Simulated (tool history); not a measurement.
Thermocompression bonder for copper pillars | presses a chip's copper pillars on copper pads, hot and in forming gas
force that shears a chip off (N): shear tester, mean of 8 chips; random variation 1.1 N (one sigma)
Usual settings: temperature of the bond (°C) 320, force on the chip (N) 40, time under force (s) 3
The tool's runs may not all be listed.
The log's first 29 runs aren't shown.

| run | hour | temperature of the bond (°C) | force on the chip (N) | time under force (s) | hours of work since the heater was calibrated | hours of work since the force cell was calibrated | hours of work since the gas filter was changed | force that shears a chip off (N) |
|---|---|---|---|---|---|---|---|---|
|  | 384.9 | force cell calibrated, once more |
| 30 | 401 | 320 | 40 | 3 | 465 | 7 | 259 | 87.1 |
| 31 | 418.1 | 310 | 33 | 4 | 472 | 14 | 266 | 81.4 |
| 32 | 427.5 | 326 | 29 | 2 | 476 | 18 | 270 | 73.1 |
| 33 | 442.4 | 321 | 44 | 3 | 482 | 24 | 276 | 90.5 |
| 34 | 460.8 | 304 | 42 | 3 | 490 | 32 | 284 | 78.1 |
| 35 | 481.6 | 320 | 44 | 3 | 499 | 41 | 293 | 87.1 |
| 36 | 494.1 | 291 | 52 | 4 | 504 | 46 | 298 | 82.8 |
| 37 | 510.3 | 308 | 50 | 7 | 511 | 53 | 305 | 104.9 |
| 38 | 531.8 | 308 | 50 | 7 | 520 | 62 | 314 | 102.7 |

3 ways to go on from here, each from the tool as it stands after run 38. What would each give?
| A | 546.4 | 326 | 47 | 7 | 526 | 68 | 320 | ? |
| B | 546.4 | 309 | 40 | 3 | 526 | 68 | 320 | ? |
| C | 546.4 | 342 | 33 | 3 | 526 | 68 | 320 | ? |

| run | force that shears a chip off (N) |
|---|---|
| A | 109.7 |
| B | 79.1 |
| C | 94.4 |
Without the tool's hidden state the same runs would have given:
| run | force that shears a chip off (N) |
|---|---|
| A | 116.8 |
| B | 84.7 |
| C | 100.8 |
